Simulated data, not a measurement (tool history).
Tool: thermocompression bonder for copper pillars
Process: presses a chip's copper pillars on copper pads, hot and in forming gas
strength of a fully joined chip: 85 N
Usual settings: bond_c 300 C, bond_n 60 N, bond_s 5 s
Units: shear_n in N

run     day  bond_c  bond_n  bond_s  shear_n
  1   0.000     300      60       5     41.0
  2   0.300     300      60       5     41.1
  3   0.612     305      60       5     44.0
  4   0.812     304      60       5     42.8
  5   1.129     300      60       5     41.3
  6   1.308     300      60       5     40.6
  7   1.483     300      60       5     40.9
  8   1.812     300      48       5     34.4
  9   1.983     300      48       5     35.4
 10   2.162     300      60       4     38.0
 11   2.371     300      60       4     37.6
 12   2.592     306      60       5     44.4
 13   2.846     316      60       5     49.1
 14   3.112     300      60       6     43.2
 15   3.450     300      60       6     43.4
 16   3.700     300      60       6     43.1
 17   3.871     300      60       6     43.3
 18   4.188     304      60       5     42.9
 19   4.567     304      60       5     42.6
 20   4.758     304      60       5     42.8
 21   5.058     300      44       5     33.4
 22   5.325     295      60       5     38.4
 23   5.550     295      60       5     38.5
 24   5.808     295      60       5     38.7
 25   6.158     273      80       3     29.4
 26   6.342     316      80       7     63.3
 27   6.554     316      80       7     63.6
 28   6.808     290      80       7     48.4
 29   7.112     290      80      14     60.0
 30   7.350     287      48       4     27.0
 31   7.621     287      48       4     26.5
 32   7.883     287      48       4     26.4
 33   8.112     290      60      13     49.1
 34   8.483     306      52       3     33.1
 35   8.875     303      43       3     27.7
 36   9.138     300      60       3     34.0
 37   9.483     300      60       3     33.4
 38   9.738     278      46       9     31.0
 39  10.008     315      37       4     31.9
 40  10.388     308      40       7     38.4
 41  10.583     307      72       7     54.7

Taken out of this log: 1 entry between the listed runs. Where each belongs, and how the hidden state differs across it:
Between runs 20 and 21: forming gas filter changed (day 5.054)
  oxide that the forming gas leaves, % of the face: 1.05 -> 0.5

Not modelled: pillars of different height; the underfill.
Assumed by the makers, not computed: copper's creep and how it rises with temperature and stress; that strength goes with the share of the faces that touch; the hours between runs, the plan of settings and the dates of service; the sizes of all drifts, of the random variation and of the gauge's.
